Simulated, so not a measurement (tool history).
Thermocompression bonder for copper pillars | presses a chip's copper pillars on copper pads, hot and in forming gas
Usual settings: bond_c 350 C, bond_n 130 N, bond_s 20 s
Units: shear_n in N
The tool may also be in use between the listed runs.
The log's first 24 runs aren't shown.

run	hour	bond_c	bond_n	bond_s	shear_n
25	550.7	361	100	15	94.4
26	578.5	354	130	30	123.2
27	600.3	350	130	15	102.8
# hour 622.3: force cell calibrated
28	628.4	350	130	15	102.5
29	646	350	130	15	102.5
30	667	322	152	13	85.2
31	698.6	348	149	28	125.5
32	724.2	348	149	28	125.7
# hour 739.8: gauge calibrated
33	749.6	350	87	13	71.2
34	769.9	364	189	13	128.3
# hour 786.4: forming gas filter changed
35	800.3	364	189	13	128.7
36	823	359	130	20	114.8
37	845.1	359	130	20	116.2
38	870.6	359	130	20	115.4

Forecast each of these 3 alternatives for the next run:
# hour 897.1: heater calibrated with a thermocouple chip
A	899	359	191	20	?
# hour 897.1: heater calibrated with a thermocouple chip
B	899	347	133	12	?
# hour 897.1: heater calibrated with a thermocouple chip
C	899	353	144	58	?

run	shear_n
A	133.9
B	93.8
C	138.2
Without the tool's hidden state the same runs would have given:
run	shear_n
A	133.3
B	93.4
C	137.5

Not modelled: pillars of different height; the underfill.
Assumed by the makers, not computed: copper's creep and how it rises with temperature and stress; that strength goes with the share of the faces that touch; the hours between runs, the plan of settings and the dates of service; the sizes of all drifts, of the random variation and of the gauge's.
